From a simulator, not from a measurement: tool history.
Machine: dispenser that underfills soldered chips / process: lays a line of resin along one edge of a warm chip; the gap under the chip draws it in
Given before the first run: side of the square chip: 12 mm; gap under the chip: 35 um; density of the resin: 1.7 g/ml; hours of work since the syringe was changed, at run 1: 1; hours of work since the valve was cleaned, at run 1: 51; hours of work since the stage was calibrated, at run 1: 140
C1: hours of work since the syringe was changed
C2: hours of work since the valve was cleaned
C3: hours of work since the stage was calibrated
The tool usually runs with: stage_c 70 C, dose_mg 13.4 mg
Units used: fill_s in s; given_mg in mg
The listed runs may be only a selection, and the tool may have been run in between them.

Run 1, hour 0: usual settings; C1 1; C2 51; C3 140. Result: fill_s 303.2 s, given_mg 12.86 mg.
Run 2, hour 2.8: usual settings; C1 3; C2 53; C3 142. Result: fill_s 354.6 s, given_mg 12.79 mg.
At hour 5.7: dispensing valve cleaned and set on the balance.
Run 3, hour 6.9: usual settings; C1 5; C2 1; C3 144. Result: fill_s 409.2 s, given_mg 13.44 mg.
Run 4, hour 11.1: usual settings; C1 7; C2 3; C3 146. Result: fill_s 512.8 s, given_mg 13.28 mg.
At hour 11.9: new syringe of resin.
Run 5, hour 14.3: usual settings; C1 1; C2 5; C3 148. Result: fill_s 319.5 s, given_mg 13.3 mg.
Run 6, hour 20.2: usual settings; C1 5; C2 9; C3 152. Result: fill_s 433.2 s, given_mg 13.26 mg.
At hour 24.4: new syringe of resin.
Run 7, hour 24.4: usual settings; C1 0; C2 11; C3 154. Result: fill_s 278.9 s, given_mg 13.38 mg.
Run 8, hour 28.5: usual settings but dose_mg 13.8 mg; C1 3; C2 14; C3 157. Result: fill_s 346.7 s, given_mg 13.52 mg.
Run 9, hour 30.9: usual settings but stage_c 78 C, dose_mg 13.8 mg; C1 4; C2 15; C3 158. Result: fill_s 299.7 s, given_mg 13.68 mg.
Run 10, hour 34.9: usual settings but stage_c 74 C; C1 6; C2 18; C3 161. Result: fill_s 431.5 s, given_mg 13.17 mg.
At hour 37: new syringe of resin.
Run 11, hour 39: usual settings but stage_c 74 C; C1 1; C2 20; C3 163. Result: fill_s 272.7 s, given_mg 13.16 mg.
Run 12, hour 42.1: usual settings but stage_c 74 C; C1 3; C2 22; C3 165. Result: fill_s 325.2 s, given_mg 13.18 mg.
Run 13, hour 46.8: usual settings but dose_mg 13.6 mg; C1 6; C2 25; C3 168. Result: fill_s 482.3 s, given_mg 13.25 mg.
At hour 49.6: new syringe of resin.
Run 14, hour 50.8: usual settings but dose_mg 13.6 mg; C1 1; C2 27; C3 170. Result: fill_s 303.7 s, given_mg 13.24 mg.
Run 15, hour 56.2: usual settings but dose_mg 13.6 mg; C1 4; C2 31; C3 173. Result: fill_s 401.5 s, given_mg 13.18 mg.
Run 16, hour 60.8: usual settings but dose_mg 13.6 mg; C1 7; C2 33; C3 176. Result: fill_s 517.2 s, given_mg 13.23 mg.
At hour 62.1: new syringe of resin.
Run 17, hour 67: usual settings but dose_mg 13.6 mg; C1 3; C2 37; C3 180. Result: fill_s 365.6 s, given_mg 13.02 mg.
Run 18, hour 70.3: usual settings but stage_c 85 C, dose_mg 16 mg; C1 5; C2 39; C3 182. Result: fill_s 263.8 s, given_mg 15.3 mg.
At hour 74.7: new syringe of resin.
Run 19, hour 76.1: usual settings but stage_c 85 C, dose_mg 16 mg; C1 1; C2 43; C3 185. Result: fill_s 185.7 s, given_mg 15.5 mg.
Run 20, hour 81.4: usual settings but stage_c 85 C, dose_mg 16 mg; C1 4; C2 46; C3 189. Result: fill_s 244.7 s, given_mg 15.27 mg.
At hour 87: new syringe of resin.
Run 21, hour 87.6: usual settings but stage_c 81 C, dose_mg 15.6 mg; C1 0; C2 49; C3 192. Result: fill_s 201.9 s, given_mg 14.9 mg.
Run 22, hour 91.2: usual settings but stage_c 69 C, dose_mg 11.9 mg; C1 3; C2 52; C3 195. Result: fill_s 385.4 s, given_mg 11.43 mg.
Run 23, hour 94.2: usual settings but stage_c 78 C, dose_mg 14.7 mg; C1 4; C2 54; C3 196. Result: fill_s 318.4 s, given_mg 13.94 mg.
At hour 95.6: dispensing valve cleaned and set on the balance.
At hour 100.5: new syringe of resin.
Run 24, hour 101.4: usual settings but stage_c 57 C, dose_mg 17.3 mg; C1 1; C2 3; C3 200. Result: fill_s 469.4 s, given_mg 17.14 mg.
Run 25, hour 105.2: usual settings but stage_c 61 C, dose_mg 12.7 mg; C1 3; C2 6; C3 202. Result: fill_s 510.7 s, given_mg 12.57 mg.
Run 26, hour 111: usual settings but stage_c 71 C; C1 6; C2 9; C3 206. Result: fill_s 480.3 s, given_mg 13.2 mg.
At hour 112.8: new syringe of resin.
Run 27, hour 114.9: usual settings but stage_c 71 C, dose_mg 17.4 mg; C1 1; C2 12; C3 208. Result: fill_s 299.8 s, given_mg 17.12 mg.
Run 28, hour 120.5: usual settings but dose_mg 11.6 mg; C1 5; C2 15; C3 212. Result: fill_s 436.7 s, given_mg 11.45 mg.
At hour 125.2: new syringe of resin.
Run 29, hour 125.4: usual settings but stage_c 60 C, dose_mg 16.2 mg; C1 0; C2 18; C3 215. Result: fill_s 412.1 s, given_mg 15.88 mg.

Alternative continuations, all from the tool just after run 29; predict every row:
Run A, hour 130.2: usual settings but stage_c 58 C, dose_mg 16.2 mg; C1 3; C2 21; C3 218. Result: fill_s ?, given_mg ?.
Run B, hour 130.2: usual settings but stage_c 71 C, dose_mg 15.9 mg; C1 3; C2 21; C3 218. Result: fill_s ?, given_mg ?.
Run C, hour 130.2: usual settings but stage_c 60 C, dose_mg 13.1 mg; C1 3; C2 21; C3 218. Result: fill_s ?, given_mg ?.
Run D, hour 130.2: usual settings but stage_c 77 C; C1 3; C2 21; C3 218. Result: fill_s ?, given_mg ?.
Run E, hour 130.2: usual settings but stage_c 69 C, dose_mg 13 mg; C1 3; C2 21; C3 218. Result: fill_s ?, given_mg ?.

run  fill_s  given_mg
  A   577.1     15.84
  B   363.7      15.6
  C   542.3     12.72
  D   299.3     13.17
  E   404.2     12.71
Had the tool no hidden state, the same runs would have come out as:
run  fill_s  given_mg
  A   411.7     16.19
  B   260.5     15.94
  C   386.3        13
  D   214.3     13.45
  E   288.5     12.99

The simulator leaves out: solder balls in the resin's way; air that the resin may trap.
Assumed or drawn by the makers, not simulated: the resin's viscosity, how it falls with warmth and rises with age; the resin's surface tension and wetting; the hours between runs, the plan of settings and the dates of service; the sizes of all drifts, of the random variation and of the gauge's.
